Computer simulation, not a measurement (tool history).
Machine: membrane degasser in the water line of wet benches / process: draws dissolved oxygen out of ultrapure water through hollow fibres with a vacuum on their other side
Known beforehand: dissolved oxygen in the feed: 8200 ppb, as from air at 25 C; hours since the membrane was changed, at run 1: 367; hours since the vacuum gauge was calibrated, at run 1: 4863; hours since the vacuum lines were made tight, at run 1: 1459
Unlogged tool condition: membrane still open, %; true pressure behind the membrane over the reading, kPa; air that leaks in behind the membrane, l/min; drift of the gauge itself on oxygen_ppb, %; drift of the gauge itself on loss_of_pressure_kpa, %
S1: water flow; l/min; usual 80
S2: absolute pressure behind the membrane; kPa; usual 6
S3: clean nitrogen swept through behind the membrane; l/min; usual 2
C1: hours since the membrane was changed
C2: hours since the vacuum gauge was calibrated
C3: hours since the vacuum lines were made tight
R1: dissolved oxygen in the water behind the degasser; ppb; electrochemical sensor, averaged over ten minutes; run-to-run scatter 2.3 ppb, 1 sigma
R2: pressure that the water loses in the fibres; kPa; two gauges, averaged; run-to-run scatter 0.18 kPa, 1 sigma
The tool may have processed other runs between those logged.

Run 1, hour 0: usual settings; C1 367; C2 4863; C3 1459. Result: R1 245.4 ppb, R2 35.52 kPa.
Run 2, hour 62: usual settings but S2 14.33 kPa; C1 429; C2 4925; C3 1521. Result: R1 840.6 ppb, R2 35.36 kPa.
Run 3, hour 114: usual settings but S2 14.33 kPa; C1 481; C2 4977; C3 1573. Result: R1 853.6 ppb, R2 35.5 kPa.
Run 4, hour 155.5: usual settings but S2 14.33 kPa; C1 522; C2 5019; C3 1615. Result: R1 843.4 ppb, R2 35.27 kPa.
At hour 170.4: vacuum gauge calibrated.
Run 5, hour 218.2: usual settings but S2 14.33 kPa; C1 585; C2 48; C3 1677. Result: R1 825.6 ppb, R2 35.39 kPa.
Run 6, hour 263.4: usual settings but S2 14.33 kPa; C1 630; C2 93; C3 1722. Result: R1 826.8 ppb, R2 35.3 kPa.
Run 7, hour 340.1: usual settings but S2 14.33 kPa; C1 707; C2 170; C3 1799. Result: R1 830.4 ppb, R2 35.56 kPa.
Run 8, hour 388.3: usual settings but S2 10.07 kPa; C1 755; C2 218; C3 1847. Result: R1 528.9 ppb, R2 35.56 kPa.
Run 9, hour 436: usual settings but S2 10.07 kPa; C1 803; C2 266; C3 1895. Result: R1 517 ppb, R2 35.35 kPa.
Run 10, hour 514.3: usual settings but S2 10.07 kPa; C1 881; C2 344; C3 1973. Result: R1 525.8 ppb, R2 35.25 kPa.
Run 11, hour 562.3: usual settings but S2 9.08 kPa; C1 929; C2 392; C3 2021. Result: R1 452.6 ppb, R2 35.49 kPa.
Run 12, hour 637.7: usual settings; C1 1004; C2 467; C3 2097. Result: R1 223.7 ppb, R2 35.56 kPa.
Run 13, hour 691: usual settings; C1 1057; C2 521; C3 2150. Result: R1 225.8 ppb, R2 35.35 kPa.
Run 14, hour 735.9: usual settings; C1 1102; C2 565; C3 2195. Result: R1 226.5 ppb, R2 35.45 kPa.
Run 15, hour 805.6: usual settings; C1 1172; C2 635; C3 2265. Result: R1 232.8 ppb, R2 35.39 kPa.
Run 16, hour 869: usual settings; C1 1236; C2 699; C3 2328. Result: R1 231.2 ppb, R2 35.83 kPa.
Run 17, hour 935.3: usual settings but S2 5.53 kPa; C1 1302; C2 765; C3 2394. Result: R1 191.8 ppb, R2 35.26 kPa.
Run 18, hour 1008.2: usual settings but S2 5.53 kPa; C1 1375; C2 838; C3 2467. Result: R1 194 ppb, R2 35.67 kPa.
Run 19, hour 1072.6: usual settings but S2 5.53 kPa; C1 1439; C2 902; C3 2532. Result: R1 190 ppb, R2 35.56 kPa.
Run 20, hour 1120.1: usual settings but S1 48 l/min, S2 4.55 kPa, S3 1 l/min; C1 1487; C2 950; C3 2579. Result: R1 128.7 ppb, R2 21.23 kPa.
Run 21, hour 1198.3: usual settings but S1 106 l/min, S2 14.28 kPa, S3 1.94 l/min; C1 1565; C2 1028; C3 2657. Result: R1 1046.5 ppb, R2 47.32 kPa.
Run 22, hour 1260.9: usual settings but S1 106 l/min, S2 14.28 kPa, S3 1.94 l/min; C1 1627; C2 1091; C3 2720. Result: R1 1043.6 ppb, R2 46.84 kPa.
Run 23, hour 1339.2: usual settings but S1 93 l/min, S2 9.69 kPa; C1 1706; C2 1169; C3 2798. Result: R1 577 ppb, R2 41.28 kPa.
Run 24, hour 1401: usual settings but S1 93 l/min, S2 3.88 kPa, S3 0.94 l/min; C1 1767; C2 1231; C3 2860. Result: R1 124 ppb, R2 41.6 kPa.
Run 25, hour 1441.4: usual settings but S1 62 l/min, S2 11.48 kPa, S3 2.41 l/min; C1 1808; C2 1271; C3 2900. Result: R1 442.3 ppb, R2 27.39 kPa.
Run 26, hour 1506.3: usual settings but S1 99 l/min, S2 6.42 kPa, S3 5.97 l/min; C1 1873; C2 1336; C3 2965. Result: R1 134.7 ppb, R2 44.13 kPa.
Run 27, hour 1542.4: usual settings but S1 106 l/min, S2 3.77 kPa, S3 4.36 l/min; C1 1909; C2 1372; C3 3001. Result: R1 56.1 ppb, R2 47.13 kPa.

Run 28, settings as shown, results not yet in. Your forecast:
Run 28, hour 1608.8: usual settings but S1 106 l/min, S2 3.77 kPa, S3 4.36 l/min; C1 1975; C2 1438; C3 3068. Result: R1 ?, R2 ?.

For run 28 the tool returned R1 57.3 ppb, R2 47.19 kPa.
Without the tool's hidden state the same run would have given R1 51.3 ppb, R2 46.66 kPa.
